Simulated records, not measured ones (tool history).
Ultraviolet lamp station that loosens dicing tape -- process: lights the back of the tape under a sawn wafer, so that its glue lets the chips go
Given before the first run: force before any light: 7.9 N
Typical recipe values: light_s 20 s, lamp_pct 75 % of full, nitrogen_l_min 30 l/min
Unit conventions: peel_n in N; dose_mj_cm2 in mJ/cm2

Run 1, day 0: usual settings. Result: peel_n 0.381 N, dose_mj_cm2 272 mJ/cm2.
Run 2, day 0.225: usual settings but light_s 37 s. Result: peel_n 0.155 N, dose_mj_cm2 506 mJ/cm2.
Run 3, day 0.625: usual settings but light_s 37 s. Result: peel_n 0.162 N, dose_mj_cm2 508 mJ/cm2.
Run 4, day 0.933: usual settings but light_s 37 s. Result: peel_n 0.165 N, dose_mj_cm2 502 mJ/cm2.
Run 5, day 1.308: usual settings but light_s 13 s. Result: peel_n 0.914 N, dose_mj_cm2 179 mJ/cm2.
Run 6, day 1.7: usual settings but nitrogen_l_min 32 l/min. Result: peel_n 0.369 N, dose_mj_cm2 272 mJ/cm2.
Run 7, day 1.983: usual settings but nitrogen_l_min 32 l/min. Result: peel_n 0.367 N, dose_mj_cm2 273 mJ/cm2.
Run 8, day 2.267: usual settings but nitrogen_l_min 32 l/min. Result: peel_n 0.368 N, dose_mj_cm2 267 mJ/cm2.
Run 9, day 2.508: usual settings but nitrogen_l_min 31 l/min. Result: peel_n 0.39 N, dose_mj_cm2 271 mJ/cm2.
Run 10, day 2.804: usual settings but nitrogen_l_min 31 l/min. Result: peel_n 0.4 N, dose_mj_cm2 269 mJ/cm2.
Run 11, day 3.1: usual settings but nitrogen_l_min 31 l/min. Result: peel_n 0.386 N, dose_mj_cm2 267 mJ/cm2.
Run 12, day 3.292: usual settings but nitrogen_l_min 31 l/min. Result: peel_n 0.381 N, dose_mj_cm2 268 mJ/cm2.
Run 13, day 3.683: usual settings but nitrogen_l_min 9 l/min. Result: peel_n 1.019 N, dose_mj_cm2 261 mJ/cm2.
Run 14, day 3.938: usual settings but nitrogen_l_min 9 l/min. Result: peel_n 0.99 N, dose_mj_cm2 268 mJ/cm2.
Run 15, day 4.246: usual settings. Result: peel_n 0.405 N, dose_mj_cm2 269 mJ/cm2.
Run 16, day 4.542: usual settings but light_s 16 s. Result: peel_n 0.633 N, dose_mj_cm2 216 mJ/cm2.
Run 17, day 4.829: usual settings but light_s 16 s. Result: peel_n 0.663 N, dose_mj_cm2 212 mJ/cm2.
Run 18, day 5.188: usual settings but light_s 16 s. Result: peel_n 0.643 N, dose_mj_cm2 215 mJ/cm2.
Run 19, day 5.508: usual settings but light_s 16 s, lamp_pct 68 % of full. Result: peel_n 0.81 N, dose_mj_cm2 192 mJ/cm2.
Run 20, day 5.925: usual settings but light_s 16 s, lamp_pct 68 % of full. Result: peel_n 0.83 N, dose_mj_cm2 190 mJ/cm2.
Run 21, day 6.133: usual settings but light_s 16 s, lamp_pct 68 % of full. Result: peel_n 0.818 N, dose_mj_cm2 193 mJ/cm2.
Run 22, day 6.521: usual settings but light_s 16 s, lamp_pct 68 % of full. Result: peel_n 0.788 N, dose_mj_cm2 188 mJ/cm2.
Run 23, day 6.846: usual settings but lamp_pct 90 % of full. Result: peel_n 0.294 N, dose_mj_cm2 310 mJ/cm2.
Run 24, day 7.046: usual settings but light_s 19 s, lamp_pct 60 % of full, nitrogen_l_min 25 l/min. Result: peel_n 0.848 N, dose_mj_cm2 201 mJ/cm2.
Run 25, day 7.238: usual settings but light_s 19 s, lamp_pct 60 % of full, nitrogen_l_min 25 l/min. Result: peel_n 0.872 N, dose_mj_cm2 196 mJ/cm2.
Run 26, day 7.458: usual settings but lamp_pct 88 % of full, nitrogen_l_min 54 l/min. Result: peel_n 0.233 N, dose_mj_cm2 305 mJ/cm2.
Run 27, day 7.758: usual settings but light_s 14 s, lamp_pct 72 % of full, nitrogen_l_min 43 l/min. Result: peel_n 0.775 N, dose_mj_cm2 176 mJ/cm2.
Run 28, day 7.958: usual settings but light_s 29 s, lamp_pct 83 % of full, nitrogen_l_min 16 l/min. Result: peel_n 0.254 N, dose_mj_cm2 419 mJ/cm2.
Run 29, day 8.196: usual settings but light_s 24 s, lamp_pct 66 % of full. Result: peel_n 0.356 N, dose_mj_cm2 272 mJ/cm2.
Run 30, day 8.5: usual settings but lamp_pct 90 % of full, nitrogen_l_min 43 l/min. Result: peel_n 0.245 N, dose_mj_cm2 312 mJ/cm2.
Run 31, day 8.846: usual settings but light_s 12 s, lamp_pct 83 % of full, nitrogen_l_min 39 l/min. Result: peel_n 0.829 N, dose_mj_cm2 171 mJ/cm2.
Run 32, day 9.175: usual settings but light_s 12 s, lamp_pct 83 % of full, nitrogen_l_min 39 l/min. Result: peel_n 0.849 N, dose_mj_cm2 169 mJ/cm2.
Run 33, day 9.379: usual settings but light_s 12 s, lamp_pct 83 % of full, nitrogen_l_min 39 l/min. Result: peel_n 0.891 N, dose_mj_cm2 174 mJ/cm2.
Run 34, day 9.704: usual settings but light_s 12 s, lamp_pct 83 % of full, nitrogen_l_min 39 l/min. Result: peel_n 0.806 N, dose_mj_cm2 170 mJ/cm2.
Run 35, day 9.883: usual settings but light_s 10 s, lamp_pct 71 % of full, nitrogen_l_min 11 l/min. Result: peel_n 2.836 N, dose_mj_cm2 119 mJ/cm2.
Run 36, day 10.167: usual settings but light_s 10 s, lamp_pct 71 % of full, nitrogen_l_min 11 l/min. Result: peel_n 2.687 N, dose_mj_cm2 122 mJ/cm2.
Run 37, day 10.421: usual settings but light_s 10 s, lamp_pct 71 % of full, nitrogen_l_min 40 l/min. Result: peel_n 1.471 N, dose_mj_cm2 122 mJ/cm2.
Run 38, day 10.771: usual settings but light_s 10 s, lamp_pct 74 % of full, nitrogen_l_min 40 l/min. Result: peel_n 1.468 N, dose_mj_cm2 124 mJ/cm2.
Run 39, day 11.1: usual settings but light_s 19 s, lamp_pct 89 % of full, nitrogen_l_min 57 l/min. Result: peel_n 0.243 N, dose_mj_cm2 290 mJ/cm2.
Run 40, day 11.446: usual settings but light_s 10 s. Result: peel_n 1.659 N, dose_mj_cm2 128 mJ/cm2.
Run 41, day 11.717: usual settings but light_s 15 s, lamp_pct 82 % of full, nitrogen_l_min 21 l/min. Result: peel_n 0.912 N, dose_mj_cm2 207 mJ/cm2.
Run 42, day 12.05: usual settings but light_s 15 s, lamp_pct 82 % of full, nitrogen_l_min 21 l/min. Result: peel_n 0.872 N, dose_mj_cm2 212 mJ/cm2.
Run 43, day 12.354: usual settings but lamp_pct 83 % of full. Result: peel_n 0.362 N, dose_mj_cm2 278 mJ/cm2.
Run 44, day 12.529: usual settings but lamp_pct 83 % of full. Result: peel_n 0.361 N, dose_mj_cm2 282 mJ/cm2.

Alternative continuations, all from the tool just after run 44; predict every row:
Run A, day 12.792: usual settings but lamp_pct 83 % of full, nitrogen_l_min 36 l/min. Result: peel_n ?, dose_mj_cm2 ?.
Run B, day 12.792: usual settings but light_s 11 s, lamp_pct 69 % of full. Result: peel_n ?, dose_mj_cm2 ?.
Run C, day 12.792: usual settings but lamp_pct 66 % of full. Result: peel_n ?, dose_mj_cm2 ?.

run  peel_n  dose_mj_cm2
  A   0.327          282
  B   1.663          132
  C    0.58          222
With the hidden condition removed and each run's random variation left untouched, the same runs would have given:
run  peel_n  dose_mj_cm2
  A    0.25          325
  B   1.329          151
  C   0.426          256
